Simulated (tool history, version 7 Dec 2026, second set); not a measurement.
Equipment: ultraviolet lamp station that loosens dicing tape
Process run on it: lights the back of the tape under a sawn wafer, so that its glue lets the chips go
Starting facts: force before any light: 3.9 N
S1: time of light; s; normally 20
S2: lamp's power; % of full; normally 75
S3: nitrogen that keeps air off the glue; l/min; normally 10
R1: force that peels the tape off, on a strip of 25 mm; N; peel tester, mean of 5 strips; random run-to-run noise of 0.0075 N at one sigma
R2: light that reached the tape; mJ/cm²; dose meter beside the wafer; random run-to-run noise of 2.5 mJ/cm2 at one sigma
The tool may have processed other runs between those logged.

Run 1, hour 0.0: usual settings. Result: R1 0.282 N, R2 305 mJ/cm².
Run 2, hour 9.8: usual settings but S1 10 s. Result: R1 0.692 N, R2 151 mJ/cm².
Run 3, hour 20.3: usual settings but S1 15 s. Result: R1 0.391 N, R2 227 mJ/cm².
Run 4, hour 39.2: usual settings but S2 68 % of full. Result: R1 0.298 N, R2 273 mJ/cm².
Run 5, hour 57.0: usual settings but S2 68 % of full. Result: R1 0.303 N, R2 272 mJ/cm².
Run 6, hour 76.2: usual settings but S2 68 % of full. Result: R1 0.300 N, R2 274 mJ/cm².
Run 7, hour 88.2: usual settings but S2 68 % of full. Result: R1 0.309 N, R2 276 mJ/cm².
Run 8, hour 98.6: usual settings but S2 68 % of full. Result: R1 0.302 N, R2 272 mJ/cm².
Run 9, hour 113.0: usual settings but S2 68 % of full. Result: R1 0.312 N, R2 271 mJ/cm².
Run 10, hour 133.2: usual settings but S3 5 l/min. Result: R1 0.365 N, R2 302 mJ/cm².
Run 11, hour 152.9: usual settings but S1 11 s, S3 5 l/min. Result: R1 0.795 N, R2 168 mJ/cm².
Run 12, hour 168.1: usual settings but S1 11 s, S3 5 l/min. Result: R1 0.818 N, R2 169 mJ/cm².
Run 13, hour 181.3: usual settings but S1 11 s, S3 5 l/min. Result: R1 0.818 N, R2 168 mJ/cm².
Run 14, hour 194.5: usual settings but S2 76 % of full. Result: R1 0.276 N, R2 306 mJ/cm².
Run 15, hour 204.0: usual settings but S1 34 s, S2 76 % of full. Result: R1 0.224 N, R2 517 mJ/cm².
Run 16, hour 217.7: usual settings but S1 34 s, S2 76 % of full. Result: R1 0.241 N, R2 523 mJ/cm².
Run 17, hour 234.8: usual settings but S1 10 s, S3 18 l/min. Result: R1 0.520 N, R2 151 mJ/cm².
Run 18, hour 255.3: usual settings but S1 13 s, S2 78 % of full. Result: R1 0.426 N, R2 209 mJ/cm².
Run 19, hour 264.5: usual settings but S1 13 s, S2 78 % of full. Result: R1 0.438 N, R2 206 mJ/cm².
Run 20, hour 277.8: usual settings but S1 16 s, S2 78 % of full. Result: R1 0.328 N, R2 247 mJ/cm².
Run 21, hour 291.0: usual settings. Result: R1 0.280 N, R2 299 mJ/cm².
Run 22, hour 300.2: usual settings. Result: R1 0.281 N, R2 303 mJ/cm².
Run 23, hour 319.6: usual settings. Result: R1 0.282 N, R2 303 mJ/cm².
Run 24, hour 333.6: usual settings but S3 5 l/min. Result: R1 0.355 N, R2 301 mJ/cm².
Run 25, hour 354.2: usual settings but S1 13 s, S2 78 % of full, S3 8 l/min. Result: R1 0.494 N, R2 203 mJ/cm².
Run 26, hour 367.9: usual settings but S1 13 s, S2 78 % of full, S3 8 l/min. Result: R1 0.504 N, R2 208 mJ/cm².
Run 27, hour 384.9: usual settings but S1 13 s, S2 78 % of full, S3 8 l/min. Result: R1 0.490 N, R2 202 mJ/cm².

Forecast run 28:
Run 28, hour 401.3: usual settings but S1 13 s, S2 78 % of full, S3 8 l/min. Result: R1 ?, R2 ?.

{"run 28": {"R1": 0.494, "R2": 206}}
If the tool had no hidden condition, the same run with the same run-to-run variation would have returned R1 0.493 N, R2 206 mJ/cm².
